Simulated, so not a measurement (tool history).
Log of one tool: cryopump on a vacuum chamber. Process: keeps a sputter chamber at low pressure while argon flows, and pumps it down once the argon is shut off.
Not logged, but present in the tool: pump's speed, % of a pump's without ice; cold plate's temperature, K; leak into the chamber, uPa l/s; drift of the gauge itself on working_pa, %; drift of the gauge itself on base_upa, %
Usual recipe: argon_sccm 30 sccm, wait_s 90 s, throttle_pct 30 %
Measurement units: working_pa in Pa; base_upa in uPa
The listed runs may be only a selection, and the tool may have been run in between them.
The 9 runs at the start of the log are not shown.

run,day,argon_sccm,wait_s,throttle_pct,hours of work since the pump was warmed up and emptied,hours of work since the cold head was overhauled,hours of work since the chamber's fittings were tightened,working_pa,base_upa
10,25.812,12,90,30,625,1850,489,0.0357,0.65
11,28.929,12,90,30,678,1903,542,0.0367,0.68
12,31.675,12,90,30,725,1950,589,0.0374,0.64
13,33.746,12,90,30,760,1985,624,0.0377,0.68
14,37.275,12,90,30,821,2046,685,0.0381,0.64
15,39.208,30,90,30,854,2079,718,0.0936,0.69
16,43.142,21,90,30,921,2146,785,0.0673,0.74
17,46.458,30,79,30,977,2202,841,0.0947,0.82
18,50.104,30,130,30,1040,2265,904,0.0958,0.65
19,52.808,30,130,30,1086,2311,950,0.098,0.68
# day 56.621: pump warmed up, emptied and cooled again
20,56.621,30,130,30,0,2372,1011,0.0857,0.54
21,59.804,30,26,41,54,2427,1066,0.0639,1.62
22,61.758,55,152,58,88,2460,1099,0.084,0.58
23,65.717,24,247,39,155,2527,1166,0.055,0.48
24,68.354,24,247,39,200,2572,1211,0.0547,0.45
25,72.233,30,107,24,266,2639,1278,0.109,0.67
26,76.717,32,65,30,343,2715,1354,0.0972,0.89
27,79.958,50,78,30,398,2770,1409,0.1482,0.82
28,84.396,50,78,22,474,2846,1485,0.2017,0.88
# day 85.742: leaking fittings of the chamber tightened, without venting
29,87.317,42,90,20,522,2895,27,0.1868,0.59
30,89.154,30,174,20,554,2926,58,0.1343,0.44
31,92.746,30,90,34,615,2987,120,0.0816,0.63
32,96.479,17,159,30,679,3051,183,0.0531,0.49
33,100.717,29,128,24,751,3123,256,0.1093,0.56
34,102.879,29,128,24,788,3160,292,0.1112,0.57

Alternative continuations, all from the tool just after run 34; predict every row:
A,106.662,29,90,30,852,3225,357,?,?
B,106.662,30,30,30,852,3225,357,?,?
C,106.662,35,37,24,852,3225,357,?,?
D,106.662,30,90,19,852,3225,357,?,?

run,working_pa,base_upa
A,0.0915,0.7
B,0.0945,1.46
C,0.1352,1.19
D,0.1443,0.69
Stripped of hidden state, with their random variation kept, the same runs would have yielded:
run,working_pa,base_upa
A,0.0824,0.53
B,0.0851,1.28
C,0.1243,1.02
D,0.1348,0.52
